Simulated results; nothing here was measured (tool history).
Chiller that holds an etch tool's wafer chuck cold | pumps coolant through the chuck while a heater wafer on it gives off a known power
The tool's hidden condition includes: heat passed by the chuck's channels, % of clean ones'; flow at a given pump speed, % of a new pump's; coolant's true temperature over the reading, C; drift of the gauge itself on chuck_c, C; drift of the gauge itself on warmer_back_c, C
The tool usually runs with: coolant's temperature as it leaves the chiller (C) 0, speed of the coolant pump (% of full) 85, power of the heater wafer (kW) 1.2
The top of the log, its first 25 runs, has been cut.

run	day	coolant's temperature as it leaves the chiller (C)	speed of the coolant pump (% of full)	power of the heater wafer (kW)	hours since the coolant was changed and the channels were flushed	hours since the pump was overhauled	hours since the chiller's thermometer was calibrated	chuck's temperature once it has settled (C)	how much warmer the coolant comes back (C)
26	107.662	0	74	0.758	195	4160	356	7.4	3.55
27	110.538	3	86	1.311	264	4229	425	14	5.27
28	114.238	3	86	1.311	352	4318	513	14.1	5.27
29	118.558	-6	72	1.2	456	4422	617	5.7	5.75
30	123.704	-3	100	0.787	580	4545	741	2.8	2.83
31	128.892	6	80	0.778	704	4670	865	12.9	3.51
32	132.912	1	63	0.778	801	4766	962	9.4	4.44
33	137.842	-8	88	0.778	919	4884	1080	-1.6	3.26

3 options for the next run, each taken on its own from the tool as it stands now. Forecast them:
A	141.446	-8	88	1.497	1006	4971	1167	?	?
B	141.446	6	65	1.554	1006	4971	1167	?	?
C	141.446	-8	88	0.672	1006	4971	1167	?	?

run	chuck's temperature once it has settled (C)	how much warmer the coolant comes back (C)
A	4.3	6.05
B	22.5	8.41
C	-2.4	2.87
Had the tool no hidden state, the same runs would have come out as:
run	chuck's temperature once it has settled (C)	how much warmer the coolant comes back (C)
A	4.2	5.73
B	22.4	8.07
C	-2.4	2.55

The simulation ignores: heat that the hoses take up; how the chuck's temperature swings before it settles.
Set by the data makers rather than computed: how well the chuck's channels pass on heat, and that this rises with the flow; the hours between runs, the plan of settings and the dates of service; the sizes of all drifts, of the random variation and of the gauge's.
